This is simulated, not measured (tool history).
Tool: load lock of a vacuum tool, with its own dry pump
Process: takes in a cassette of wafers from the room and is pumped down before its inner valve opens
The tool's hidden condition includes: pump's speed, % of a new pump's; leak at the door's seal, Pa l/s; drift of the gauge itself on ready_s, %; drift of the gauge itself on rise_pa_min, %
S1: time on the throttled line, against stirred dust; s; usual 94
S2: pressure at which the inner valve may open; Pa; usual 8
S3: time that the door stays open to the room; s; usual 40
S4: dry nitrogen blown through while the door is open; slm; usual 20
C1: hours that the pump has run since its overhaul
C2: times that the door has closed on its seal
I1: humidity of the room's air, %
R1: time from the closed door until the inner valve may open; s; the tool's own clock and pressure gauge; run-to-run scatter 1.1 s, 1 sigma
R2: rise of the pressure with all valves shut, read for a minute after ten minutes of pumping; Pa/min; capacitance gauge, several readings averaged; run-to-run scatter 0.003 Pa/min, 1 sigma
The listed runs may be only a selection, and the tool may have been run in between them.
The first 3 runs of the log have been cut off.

run 4 hour=1856.6 | S1=53 S2=8 S3=40 S4=20 | C1=4961 C2=33331 | I1=46.8 | R1=146.2 R2=0.126
run 5 hour=2441.7 | S1=53 S2=8 S3=40 S4=20 | C1=5546 C2=34011 | I1=46.4 | R1=145.4 R2=0.119
run 6 hour=2948.5 | S1=53 S2=8 S3=40 S4=6 | C1=6052 C2=34600 | I1=44.6 | R1=145.6 R2=0.136
run 7 hour=3289.5 | S1=53 S2=8 S3=40 S4=6 | C1=6393 C2=34995 | I1=45.1 | R1=145.1 R2=0.135
run 8 hour=3813.7 | S1=53 S2=8 S3=40 S4=24 | C1=6918 C2=35604 | I1=42 | R1=147.4 R2=0.131
run 9 hour=4296.4 | S1=53 S2=8 S3=40 S4=24 | C1=7400 C2=36165 | I1=46.3 | R1=147.5 R2=0.128
run 10 hour=4654.3 | S1=53 S2=8 S3=40 S4=18 | C1=7758 C2=36581 | I1=45.4 | R1=148 R2=0.138
run 11 hour=5138.1 | S1=94 S2=11 S3=40 S4=20 | C1=8242 C2=37143 | I1=43.9 | R1=178.8 R2=0.139
run 12 hour=5776 | S1=82 S2=8 S3=40 S4=20 | C1=8880 C2=37884 | I1=39.2 | R1=174.7 R2=0.138
run 13 hour=6429.7 | S1=94 S2=8 S3=40 S4=20 | C1=9534 C2=38643 | I1=43.7 | R1=185.4 R2=0.14
run 14 hour=7103.7 | S1=94 S2=8 S3=40 S4=20 | C1=10208 C2=39426 | I1=44.2 | R1=183.8 R2=0.147
run 15 hour=7464 | S1=94 S2=8 S3=40 S4=20 | C1=10568 C2=39844 | I1=41.2 | R1=183.8 R2=0.15
run 16 hour=8186.9 | S1=94 S2=8 S3=40 S4=20 | C1=11291 C2=40684 | I1=44.8 | R1=183.8 R2=0.158
run 17 hour=8857.9 | S1=57 S2=8 S3=40 S4=20 | C1=11962 C2=41463 | I1=47.7 | R1=155.5 R2=0.16
run 18 hour=9222.7 | S1=57 S2=8 S3=40 S4=20 | C1=12327 C2=41887 | I1=43.4 | R1=155 R2=0.158

Estimate the outcome of run 19 from the log above:
run 19 hour=9863 | S1=57 S2=8 S3=40 S4=20 | C1=12967 C2=42631 | I1=46.2 | R1=? R2=?

{"run 19": {"R1": 154.2, "R2": 0.163}}
Minus the tool's unlogged condition, the same run would have read R1 144.6 s, R2 0.028 Pa/min.
